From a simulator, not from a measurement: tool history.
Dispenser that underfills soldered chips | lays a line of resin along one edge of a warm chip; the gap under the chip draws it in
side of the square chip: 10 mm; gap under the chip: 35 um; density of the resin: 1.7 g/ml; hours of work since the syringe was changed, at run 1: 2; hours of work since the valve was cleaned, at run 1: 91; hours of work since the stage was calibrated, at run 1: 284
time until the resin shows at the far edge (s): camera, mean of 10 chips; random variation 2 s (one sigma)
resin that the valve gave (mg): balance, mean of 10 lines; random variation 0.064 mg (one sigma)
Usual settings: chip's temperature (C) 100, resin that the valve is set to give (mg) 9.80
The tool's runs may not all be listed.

run   hour  chip's temperature (C)  resin that the valve is set to give (mg)  hours of work since the syringe was changed  hours of work since the valve was cleaned  hours of work since the stage was calibrated  time until the resin shows at the far edge (s)  resin that the valve gave (mg)
  1    0.0                     100                                      9.80                                            2                                         91                                           284                                           234.7                            9.14
       2.7  -- dispensing valve cleaned and set on the balance
  2    8.3                     100                                      9.80                                            6                                          3                                           288                                           318.2                            9.80
       9.6  -- new syringe of resin
  3   18.6                     100                                      9.80                                            6                                         10                                           294                                           301.7                            9.67
      21.1  -- new syringe of resin
  4   25.0                     100                                      9.80                                            2                                         13                                           298                                           245.6                            9.67
      32.4  -- new syringe of resin
  5   36.7                     100                                      9.72                                            3                                         20                                           305                                           249.7                            9.48
  6   41.8                     100                                      9.72                                            6                                         23                                           308                                           302.1                            9.50
      43.0  -- new syringe of resin
  7   50.6                     100                                      9.72                                            5                                         29                                           313                                           294.8                            9.48
      54.0  -- new syringe of resin
  8   60.1                     100                                     10.91                                            4                                         34                                           319                                           262.7                           10.76
      65.0  -- new syringe of resin
  9   66.1                      99                                      9.80                                            1                                         38                                           323                                           221.2                            9.52
 10   73.6                     100                                      9.80                                            5                                         42                                           327                                           298.6                            9.48
      75.7  -- new syringe of resin
 11   81.7                     100                                     11.47                                            4                                         47                                           332                                           260.4                           11.09
      87.0  -- new syringe of resin
 12   88.5                     100                                     12.24                                            1                                         51                                           336                                           219.6                           11.66
      97.9  -- new syringe of resin
 13   99.6                     100                                     12.24                                            1                                         58                                           342                                           221.4                           11.75
     108.4  -- new syringe of resin
 14  112.1                     100                                     12.24                                            2                                         65                                           350                                           238.8                           11.59
     119.2  -- new syringe of resin
 15  120.7                     100                                     12.24                                            1                                         70                                           355                                           221.1                           11.74
     129.9  -- new syringe of resin
 16  130.5                     100                                     12.24                                            0                                         76                                           361                                           212.5                           11.69
 17  137.4                     100                                     12.24                                            5                                         80                                           365                                           284.8                           11.58
     141.3  -- new syringe of resin
 18  149.7                     100                                     11.34                                            5                                         88                                           372                                           289.2                           10.76
     152.0  -- new syringe of resin
     157.2  -- dispensing valve cleaned and set on the balance
 19  159.6                      87                                      9.08                                            4                                          1                                           378                                           473.5                            9.10
     164.2  -- new syringe of resin
 20  172.5                      87                                      9.08                                            5                                          9                                           385                                           513.6                            9.01
     175.2  -- new syringe of resin
 21  185.3                     103                                     11.44                                            6                                         17                                           393                                           290.2                           11.25
     186.5  -- new syringe of resin
 22  192.2                     103                                     11.44                                            4                                         21                                           397                                           232.3                           11.13
     197.4  -- new syringe of resin
 23  197.9                     103                                     11.44                                            0                                         24                                           400                                           190.6                           11.13
 24  206.3                     101                                      8.31                                            5                                         29                                           406                                           308.7                            8.14
     208.3  -- new syringe of resin
 25  215.7                     115                                      9.12                                            5                                         35                                           411                                           168.2                            8.89
     219.6  -- new syringe of resin
 26  227.9                      87                                     11.68                                            5                                         42                                           418                                           489.3                           11.43
     231.0  -- new syringe of resin
 27  238.6                      87                                     11.68                                            5                                         49                                           425                                           479.3                           11.29
     241.8  -- new syringe of resin
 28  249.8                      95                                     11.16                                            5                                         55                                           432                                           358.0                           10.81
     252.4  -- new syringe of resin
 29  260.4                     102                                     10.83                                            5                                         62                                           438                                           274.4                           10.40
     263.4  -- new syringe of resin
 30  268.0                     113                                      8.52                                            3                                         66                                           442                                           166.6                            8.24
     274.0  -- new syringe of resin
 31  279.1                     100                                      9.34                                            3                                         73                                           449                                           265.8                            8.96
     285.0  -- new syringe of resin
     286.6  -- stage's temperature calibrated
 32  291.7                      86                                      9.42                                            4                                         80                                             3                                           439.5                            8.91
     296.7  -- new syringe of resin
 33  301.0                      94                                      9.96                                            3                                         85                                             9                                           301.6                            9.44
     307.4  -- new syringe of resin
 34  309.8                     110                                      9.77                                            1                                         90                                            14                                           154.2                            9.17
     313.4  -- dispensing valve cleaned and set on the balance
 35  318.3                     110                                      9.77                                            6                                          3                                            18                                           209.2                            9.67

Forecast each of these 3 alternatives for the next run:
     319.3  -- new syringe of resin
  A  325.4                      87                                      8.35                                            4                                          7                                            23                                               ?                               ?
     319.3  -- new syringe of resin
  B  325.4                     101                                     11.54                                            4                                          7                                            23                                               ?                               ?
     319.3  -- new syringe of resin
  C  325.4                      93                                      9.91                                            4                                          7                                            23                                               ?                               ?

run  time until the resin shows at the far edge (s)  resin that the valve gave (mg)
  A                                           439.0                            8.39
  B                                           246.4                           11.51
  C                                           346.3                            9.80
Without the tool's hidden state the same runs would have given:
run  time until the resin shows at the far edge (s)  resin that the valve gave (mg)
  A                                           332.7                            8.41
  B                                           187.1                           11.55
  C                                           262.9                            9.83
